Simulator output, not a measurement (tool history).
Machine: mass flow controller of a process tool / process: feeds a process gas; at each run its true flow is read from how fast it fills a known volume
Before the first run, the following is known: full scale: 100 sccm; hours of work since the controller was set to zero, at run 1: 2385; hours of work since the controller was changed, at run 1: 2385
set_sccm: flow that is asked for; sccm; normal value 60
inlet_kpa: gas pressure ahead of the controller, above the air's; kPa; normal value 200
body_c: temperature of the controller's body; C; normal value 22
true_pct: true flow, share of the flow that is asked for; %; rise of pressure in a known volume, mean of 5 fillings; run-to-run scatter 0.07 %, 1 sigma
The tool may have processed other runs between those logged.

| run | hour | set_sccm | inlet_kpa | body_c | hours of work since the controller was set to zero | hours of work since the controller was changed | true_pct |
|---|---|---|---|---|---|---|---|
| 1 | 0 | 60 | 200 | 22 | 2385 | 2385 | 98.99 |
| 2 | 139.9 | 60 | 200 | 22 | 2444 | 2444 | 98.94 |
| 3 | 268.3 | 60 | 200 | 22 | 2497 | 2497 | 98.87 |
| 4 | 468.2 | 60 | 200 | 22 | 2581 | 2581 | 99.01 |
| 5 | 605.5 | 60 | 200 | 22 | 2639 | 2639 | 99.14 |
| 6 | 869.4 | 60 | 200 | 22 | 2749 | 2749 | 99 |
| 7 | 988.3 | 60 | 200 | 22 | 2799 | 2799 | 99.05 |
| 8 | 1267.8 | 60 | 200 | 22 | 2916 | 2916 | 99.06 |
| 9 | 1421.3 | 60 | 166 | 22 | 2980 | 2980 | 99.15 |
| 10 | 1677.9 | 60 | 200 | 22 | 3088 | 3088 | 98.91 |
| 11 | 1870 | 60 | 200 | 22 | 3168 | 3168 | 98.93 |
| 12 | 1985.7 | 60 | 200 | 33 | 3217 | 3217 | 100.04 |
| 13 | 2123 | 60 | 200 | 33 | 3274 | 3274 | 100.01 |
| 14 | 2374.3 | 60 | 200 | 33 | 3379 | 3379 | 100.13 |
| 15 | 2597.3 | 60 | 200 | 33 | 3473 | 3473 | 100.03 |
| 16 | 2828.4 | 60 | 200 | 28 | 3569 | 3569 | 99.58 |
| 17 | 3044 | 60 | 200 | 28 | 3660 | 3660 | 99.6 |
| 18 | 3278.8 | 60 | 200 | 28 | 3758 | 3758 | 99.77 |
| 19 | 3499.4 | 60 | 200 | 28 | 3850 | 3850 | 99.53 |
| 20 | 3742.3 | 60 | 153 | 22 | 3952 | 3952 | 99.07 |
|  | 3762.7 | controller's zero set anew |
| 21 | 3964.9 | 60 | 153 | 22 | 85 | 4045 | 98.61 |
| 22 | 4233.2 | 56 | 147 | 22 | 197 | 4157 | 98.41 |
| 23 | 4478.2 | 56 | 147 | 22 | 300 | 4260 | 98.45 |
| 24 | 4613.2 | 56 | 147 | 22 | 356 | 4317 | 98.47 |
|  | 4743.2 | controller's zero set anew, once more |
| 25 | 4794.9 | 31 | 212 | 24 | 22 | 4392 | 100.23 |
| 26 | 4910.4 | 96 | 142 | 24 | 70 | 4441 | 101.3 |
| 27 | 5147.3 | 45 | 167 | 35 | 169 | 4540 | 101.62 |
| 28 | 5285.3 | 60 | 200 | 21 | 227 | 4598 | 100.22 |
| 29 | 5522.5 | 45 | 177 | 23 | 326 | 4697 | 100.49 |
| 30 | 5652.4 | 13 | 196 | 22 | 381 | 4752 | 99.33 |
| 31 | 5908.5 | 85 | 196 | 39 | 488 | 4859 | 102.58 |
| 32 | 6104.9 | 85 | 196 | 39 | 570 | 4941 | 102.64 |
| 33 | 6300.1 | 85 | 196 | 39 | 652 | 5023 | 102.54 |
| 34 | 6510.4 | 32 | 196 | 39 | 740 | 5111 | 101.42 |
| 35 | 6690.9 | 12 | 156 | 22 | 816 | 5186 | 98.61 |

Forecast each of these 4 alternatives for the next run:
| A | 6916.7 | 60 | 142 | 34 | 910 | 5281 | ? |
| B | 6916.7 | 13 | 158 | 22 | 910 | 5281 | ? |
| C | 6916.7 | 33 | 196 | 22 | 910 | 5281 | ? |
| D | 6916.7 | 22 | 149 | 39 | 910 | 5281 | ? |

| run | true_pct |
|---|---|
| A | 101.77 |
| B | 98.73 |
| C | 99.81 |
| D | 101.1 |
What these runs would have given with no unlogged condition in the tool:
| run | true_pct |
|---|---|
| A | 100.41 |
| B | 98.57 |
| C | 98.72 |
| D | 100.31 |

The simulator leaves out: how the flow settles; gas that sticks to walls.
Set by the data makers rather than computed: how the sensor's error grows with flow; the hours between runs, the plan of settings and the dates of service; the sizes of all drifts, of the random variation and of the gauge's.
